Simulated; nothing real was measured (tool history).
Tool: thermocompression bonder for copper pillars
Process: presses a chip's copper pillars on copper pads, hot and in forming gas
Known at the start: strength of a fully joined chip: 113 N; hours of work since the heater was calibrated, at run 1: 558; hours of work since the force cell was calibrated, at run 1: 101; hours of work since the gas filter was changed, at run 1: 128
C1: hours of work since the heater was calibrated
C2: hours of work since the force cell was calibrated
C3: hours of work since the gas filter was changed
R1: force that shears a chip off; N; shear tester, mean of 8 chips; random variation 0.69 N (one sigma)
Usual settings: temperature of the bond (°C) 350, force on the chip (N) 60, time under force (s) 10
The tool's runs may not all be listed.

Run 1, hour 0: usual settings; C1 558; C2 101; C3 128. Result: R1 69.4 N.
Run 2, hour 22.2: usual settings; C1 575; C2 118; C3 145. Result: R1 70.6 N.
At hour 34.9: forming gas filter changed.
Run 3, hour 38.3: usual settings; C1 587; C2 130; C3 3. Result: R1 70.1 N.
At hour 46.4: heater calibrated with a thermocouple chip.
Run 4, hour 58.9: usual settings but force on the chip (N) 45; C1 10; C2 145; C3 17. Result: R1 58.6 N.
Run 5, hour 79.8: usual settings but force on the chip (N) 45; C1 26; C2 161; C3 33. Result: R1 59.6 N.
Run 6, hour 103.3: usual settings but time under force (s) 19; C1 44; C2 179; C3 51. Result: R1 82.6 N.
Run 7, hour 125.6: usual settings; C1 61; C2 196; C3 69. Result: R1 69.9 N.
Run 8, hour 136.7: usual settings; C1 70; C2 205; C3 77. Result: R1 69.9 N.
Run 9, hour 160: usual settings but temperature of the bond (°C) 377; C1 88; C2 223; C3 95. Result: R1 80.2 N.
Run 10, hour 183.8: usual settings but time under force (s) 28; C1 106; C2 241; C3 113. Result: R1 89.7 N.
Run 11, hour 197.2: usual settings but time under force (s) 28; C1 116; C2 252; C3 124. Result: R1 89.4 N.
Run 12, hour 221.4: usual settings but time under force (s) 7; C1 135; C2 270; C3 143. Result: R1 64.2 N.
Run 13, hour 235: usual settings but time under force (s) 7; C1 146; C2 281; C3 153. Result: R1 63.5 N.
At hour 237.8: forming gas filter changed.
Run 14, hour 257.4: usual settings but time under force (s) 7; C1 163; C2 298; C3 15. Result: R1 64.3 N.
Run 15, hour 274.7: usual settings but temperature of the bond (°C) 356, force on the chip (N) 50, time under force (s) 23; C1 176; C2 311; C3 29. Result: R1 84 N.
Run 16, hour 298.7: usual settings but temperature of the bond (°C) 356, force on the chip (N) 50, time under force (s) 23; C1 195; C2 330; C3 47. Result: R1 83 N.
Run 17, hour 323.7: usual settings but temperature of the bond (°C) 356, force on the chip (N) 50, time under force (s) 23; C1 214; C2 349; C3 66. Result: R1 83.3 N.
Run 18, hour 335.8: usual settings but temperature of the bond (°C) 356, force on the chip (N) 50, time under force (s) 23; C1 223; C2 358; C3 76. Result: R1 82.6 N.
Run 19, hour 360.5: usual settings but temperature of the bond (°C) 356, force on the chip (N) 50, time under force (s) 23; C1 242; C2 377; C3 95. Result: R1 83 N.
Run 20, hour 381.9: usual settings but force on the chip (N) 49, time under force (s) 6; C1 259; C2 394; C3 111. Result: R1 51.8 N.
Run 21, hour 404.3: usual settings but temperature of the bond (°C) 331, force on the chip (N) 78, time under force (s) 6; C1 276; C2 411; C3 129. Result: R1 61.6 N.
Run 22, hour 427.3: usual settings but temperature of the bond (°C) 331, force on the chip (N) 44, time under force (s) 16; C1 294; C2 429; C3 146. Result: R1 59.6 N.
At hour 440.2: forming gas filter changed.
Run 23, hour 453.6: usual settings but temperature of the bond (°C) 331, force on the chip (N) 44, time under force (s) 16; C1 314; C2 449; C3 10. Result: R1 59.3 N.
Run 24, hour 470.1: usual settings but temperature of the bond (°C) 331, force on the chip (N) 44, time under force (s) 16; C1 327; C2 462; C3 23. Result: R1 60.7 N.
Run 25, hour 495.5: usual settings but force on the chip (N) 37; C1 346; C2 481; C3 43. Result: R1 51.4 N.
Run 26, hour 514: usual settings but temperature of the bond (°C) 378, force on the chip (N) 41; C1 360; C2 496; C3 57. Result: R1 67.3 N.

Hidden state at the last listed run before each entry between runs and at the first one after, where it differs:
Between runs 2 and 3: forming gas filter changed (hour 34.9)
  oxide that the forming gas leaves, % of the face: 0.79 -> 0.51
Between runs 3 and 4: heater calibrated with a thermocouple chip (hour 46.4)
  true temperature of the bond over the reading, C: -0.4 -> 0; oxide that the forming gas leaves, % of the face: 0.51 -> 0.54
Between runs 13 and 14: forming gas filter changed (hour 237.8)
  oxide that the forming gas leaves, % of the face: 0.84 -> 0.53
Between runs 22 and 23: forming gas filter changed (hour 440.2)
  oxide that the forming gas leaves, % of the face: 0.8 -> 0.52

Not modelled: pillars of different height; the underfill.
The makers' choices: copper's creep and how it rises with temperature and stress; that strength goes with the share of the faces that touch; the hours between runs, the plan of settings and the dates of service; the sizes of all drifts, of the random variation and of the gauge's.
